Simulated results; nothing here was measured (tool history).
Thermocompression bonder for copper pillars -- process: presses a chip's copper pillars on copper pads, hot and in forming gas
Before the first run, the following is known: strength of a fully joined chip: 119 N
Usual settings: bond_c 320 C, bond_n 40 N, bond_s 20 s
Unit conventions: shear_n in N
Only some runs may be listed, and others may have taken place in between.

{"run": 1, "hour": 0.0, "bond_c": 320, "bond_n": 40, "bond_s": 20, "shear_n": 48.4}
{"run": 2, "hour": 28.4, "bond_c": 320, "bond_n": 40, "bond_s": 20, "shear_n": 48.8}
{"run": 3, "hour": 72.7, "bond_c": 320, "bond_n": 40, "bond_s": 20, "shear_n": 48.0}
{"run": 4, "hour": 100.9, "bond_c": 333, "bond_n": 40, "bond_s": 20, "shear_n": 54.6}
{"run": 5, "hour": 146.5, "bond_c": 333, "bond_n": 40, "bond_s": 20, "shear_n": 54.0}
{"run": 6, "hour": 174.1, "bond_c": 320, "bond_n": 40, "bond_s": 20, "shear_n": 47.1}
{"run": 7, "hour": 207.8, "bond_c": 320, "bond_n": 40, "bond_s": 20, "shear_n": 47.2}
{"run": 8, "hour": 232.8, "bond_c": 320, "bond_n": 40, "bond_s": 20, "shear_n": 47.0}
{"run": 9, "hour": 254.5, "bond_c": 320, "bond_n": 40, "bond_s": 20, "shear_n": 46.5}
{"run": 10, "hour": 284.0, "bond_c": 320, "bond_n": 40, "bond_s": 20, "shear_n": 46.7}
{"run": 11, "hour": 308.4, "bond_c": 320, "bond_n": 40, "bond_s": 20, "shear_n": 46.3}
{"hour": 312.5, "done": "force cell calibrated"}
{"run": 12, "hour": 340.6, "bond_c": 320, "bond_n": 40, "bond_s": 20, "shear_n": 46.9}
{"run": 13, "hour": 373.8, "bond_c": 320, "bond_n": 40, "bond_s": 20, "shear_n": 47.6}
{"hour": 383.6, "done": "force cell calibrated, once more"}
{"run": 14, "hour": 402.2, "bond_c": 320, "bond_n": 28, "bond_s": 20, "shear_n": 30.7}
{"run": 15, "hour": 423.8, "bond_c": 320, "bond_n": 40, "bond_s": 34, "shear_n": 54.3}
{"run": 16, "hour": 445.5, "bond_c": 320, "bond_n": 39, "bond_s": 34, "shear_n": 52.4}
{"hour": 460.3, "done": "forming gas filter changed"}
{"run": 17, "hour": 486.8, "bond_c": 320, "bond_n": 26, "bond_s": 20, "shear_n": 30.0}
{"run": 18, "hour": 518.5, "bond_c": 320, "bond_n": 40, "bond_s": 20, "shear_n": 47.8}
{"run": 19, "hour": 555.6, "bond_c": 320, "bond_n": 40, "bond_s": 20, "shear_n": 47.2}
{"run": 20, "hour": 590.9, "bond_c": 335, "bond_n": 40, "bond_s": 24, "shear_n": 58.3}
{"run": 21, "hour": 625.3, "bond_c": 314, "bond_n": 40, "bond_s": 18, "shear_n": 42.4}
{"run": 22, "hour": 648.3, "bond_c": 320, "bond_n": 40, "bond_s": 19, "shear_n": 46.1}
{"run": 23, "hour": 672.7, "bond_c": 320, "bond_n": 40, "bond_s": 19, "shear_n": 45.6}
{"run": 24, "hour": 718.3, "bond_c": 320, "bond_n": 40, "bond_s": 19, "shear_n": 45.6}
{"run": 25, "hour": 741.5, "bond_c": 320, "bond_n": 57, "bond_s": 49, "shear_n": 83.1}
{"run": 26, "hour": 762.4, "bond_c": 347, "bond_n": 26, "bond_s": 32, "shear_n": 47.8}
{"run": 27, "hour": 790.8, "bond_c": 343, "bond_n": 27, "bond_s": 12, "shear_n": 32.2}
{"run": 28, "hour": 823.3, "bond_c": 321, "bond_n": 35, "bond_s": 25, "shear_n": 44.1}
{"run": 29, "hour": 845.3, "bond_c": 321, "bond_n": 35, "bond_s": 25, "shear_n": 43.8}
{"run": 30, "hour": 887.1, "bond_c": 314, "bond_n": 58, "bond_s": 20, "shear_n": 61.0}
{"run": 31, "hour": 910.6, "bond_c": 314, "bond_n": 58, "bond_s": 20, "shear_n": 60.4}
{"run": 32, "hour": 939.6, "bond_c": 314, "bond_n": 58, "bond_s": 20, "shear_n": 60.5}
{"run": 33, "hour": 986.3, "bond_c": 314, "bond_n": 58, "bond_s": 20, "shear_n": 60.3}
{"run": 34, "hour": 1033.3, "bond_c": 322, "bond_n": 58, "bond_s": 15, "shear_n": 58.8}
{"run": 35, "hour": 1056.3, "bond_c": 322, "bond_n": 58, "bond_s": 15, "shear_n": 59.1}
{"run": 36, "hour": 1091.1, "bond_c": 293, "bond_n": 60, "bond_s": 33, "shear_n": 58.5}
{"hour": 1115.1, "done": "forming gas filter changed"}
{"run": 37, "hour": 1120.6, "bond_c": 341, "bond_n": 40, "bond_s": 11, "shear_n": 48.3}
{"hour": 1164.4, "done": "heater calibrated with a thermocouple chip"}
{"run": 38, "hour": 1169.4, "bond_c": 341, "bond_n": 41, "bond_s": 22, "shear_n": 65.1}

Each row is a separate what-if for the run after 38, all from the same tool condition, not one after another. Results?
{"run": "A", "hour": 1207.7, "bond_c": 341, "bond_n": 27, "bond_s": 22, "shear_n": "?"}
{"run": "B", "hour": 1207.7, "bond_c": 306, "bond_n": 40, "bond_s": 20, "shear_n": "?"}
{"run": "C", "hour": 1207.7, "bond_c": 320, "bond_n": 36, "bond_s": 20, "shear_n": "?"}

run=A shear_n=43.1
run=B shear_n=42.3
run=C shear_n=45.0
What these runs would have given with no unlogged condition in the tool:
run=A shear_n=41.7
run=B shear_n=41.0
run=C shear_n=43.6

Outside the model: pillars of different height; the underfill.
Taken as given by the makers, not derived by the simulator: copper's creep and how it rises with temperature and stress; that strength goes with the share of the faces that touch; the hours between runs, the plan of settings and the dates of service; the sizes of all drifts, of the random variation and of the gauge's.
